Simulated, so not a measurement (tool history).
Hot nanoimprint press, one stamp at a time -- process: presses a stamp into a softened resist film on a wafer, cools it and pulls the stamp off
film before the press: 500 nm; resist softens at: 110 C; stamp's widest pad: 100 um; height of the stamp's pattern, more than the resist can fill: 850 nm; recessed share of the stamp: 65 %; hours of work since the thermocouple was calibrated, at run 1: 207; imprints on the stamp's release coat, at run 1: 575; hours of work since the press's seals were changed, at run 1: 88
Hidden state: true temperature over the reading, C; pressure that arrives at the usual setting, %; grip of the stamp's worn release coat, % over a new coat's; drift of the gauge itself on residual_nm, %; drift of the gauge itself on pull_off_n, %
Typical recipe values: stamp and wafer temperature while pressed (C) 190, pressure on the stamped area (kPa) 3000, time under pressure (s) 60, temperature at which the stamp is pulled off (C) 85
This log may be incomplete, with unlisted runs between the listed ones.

| run | hour | stamp and wafer temperature while pressed (C) | pressure on the stamped area (kPa) | time under pressure (s) | temperature at which the stamp is pulled off (C) | hours of work since the thermocouple was calibrated | imprints on the stamp's release coat | hours of work since the press's seals were changed | resist left under the stamp's widest pad (Å) | greatest force while the stamp is pulled off (N) |
|---|---|---|---|---|---|---|---|---|---|---|
| 1 | 0 | 190 | 3000 | 60 | 85 | 207 | 575 | 88 | 2323 | 171 |
| 2 | 9.8 | 190 | 3000 | 33 | 85 | 212 | 610 | 92 | 2781 | 169 |
| 3 | 26.3 | 190 | 3000 | 33 | 85 | 219 | 669 | 100 | 2792 | 168 |
| 4 | 35 | 190 | 3000 | 33 | 85 | 223 | 700 | 104 | 2789 | 170 |
| 5 | 43.7 | 190 | 3000 | 33 | 85 | 227 | 731 | 108 | 2777 | 172 |
| 6 | 58.9 | 190 | 3000 | 33 | 85 | 234 | 786 | 115 | 2791 | 172 |
| 7 | 70.6 | 190 | 3000 | 33 | 85 | 240 | 828 | 120 | 2788 | 172 |
| 8 | 87.6 | 190 | 2010 | 60 | 85 | 247 | 889 | 128 | 2872 | 169 |
| 9 | 103.3 | 190 | 2010 | 60 | 85 | 254 | 945 | 135 | 2870 | 168 |
| 10 | 111.2 | 190 | 2010 | 60 | 85 | 258 | 973 | 139 | 2872 | 172 |
| 11 | 119.6 | 190 | 3000 | 60 | 85 | 262 | 1003 | 142 | 2318 | 173 |
| 12 | 133 | 190 | 3000 | 60 | 85 | 268 | 1051 | 149 | 2329 | 174 |
| 13 | 147.1 | 190 | 3000 | 60 | 85 | 274 | 1102 | 155 | 2320 | 170 |
| 14 | 163.5 | 190 | 3000 | 60 | 85 | 282 | 1160 | 162 | 2307 | 168 |
| 15 | 174.3 | 190 | 3000 | 60 | 85 | 287 | 1199 | 167 | 2314 | 174 |
| 16 | 190.2 | 190 | 3000 | 60 | 85 | 294 | 1256 | 175 | 2303 | 171 |
| 17 | 198.8 | 190 | 3000 | 49 | 85 | 298 | 1287 | 179 | 2466 | 170 |
| 18 | 210.6 | 190 | 2310 | 70 | 85 | 303 | 1329 | 184 | 2550 | 173 |
| 19 | 225.6 | 190 | 2380 | 78 | 85 | 310 | 1383 | 191 | 2423 | 172 |
| 20 | 235.3 | 190 | 2380 | 78 | 85 | 315 | 1418 | 195 | 2419 | 170 |
| 21 | 245 | 190 | 2810 | 60 | 85 | 319 | 1452 | 200 | 2395 | 172 |
| 22 | 254.9 | 187 | 4310 | 80 | 90 | 324 | 1488 | 204 | 1854 | 145 |
| 23 | 266.6 | 191 | 3000 | 60 | 74 | 329 | 1530 | 210 | 2249 | 231 |
| 24 | 283.8 | 193 | 3940 | 111 | 89 | 337 | 1591 | 217 | 1460 | 147 |
| 25 | 294.1 | 181 | 3000 | 82 | 84 | 342 | 1628 | 222 | 2726 | 176 |
| 26 | 311.5 | 190 | 3000 | 82 | 72 | 350 | 1691 | 230 | 2089 | 234 |
| 27 | 323.8 | 190 | 3000 | 82 | 72 | 355 | 1734 | 236 | 2082 | 239 |
| 28 | 332.3 | 200 | 3000 | 43 | 85 | 359 | 1765 | 240 | 1959 | 172 |
| 29 | 347.1 | 190 | 2490 | 31 | 88 | 366 | 1818 | 246 | 3089 | 156 |
| 30 | 360.6 | 190 | 2700 | 60 | 80 | 372 | 1866 | 253 | 2431 | 196 |
| 31 | 377.4 | 190 | 2700 | 60 | 80 | 380 | 1926 | 260 | 2430 | 196 |

How would selected steps in resist left under the stamp's widest pad (Å) from run to run divide? Give the signed amount a tool lacking its hidden state would still show from settings, what came in and random variation, and the signed amount left for the hidden state, including any gauge scatter that is not in both of the compared results.
Run 23 -> 24: stamp and wafer temperature while pressed (C) 191 -> 193, pressure on the stamped area (kPa) 3000 -> 3940, time under pressure (s) 60 -> 111, temperature at which the stamp is pulled off (C) 74 -> 89. resist left under the stamp's widest pad (Å) -789: hidden state +7, all else -796.
Run 24 -> 25: stamp and wafer temperature while pressed (C) 193 -> 181, pressure on the stamped area (kPa) 3940 -> 3000, time under pressure (s) 111 -> 82, temperature at which the stamp is pulled off (C) 89 -> 84. resist left under the stamp's widest pad (Å) +1266: hidden state -15, all else +1281.
Run 28 -> 29: stamp and wafer temperature while pressed (C) 200 -> 190, pressure on the stamped area (kPa) 3000 -> 2490, time under pressure (s) 43 -> 31, temperature at which the stamp is pulled off (C) 85 -> 88. resist left under the stamp's widest pad (Å) +1130: hidden state -14, all else +1144.
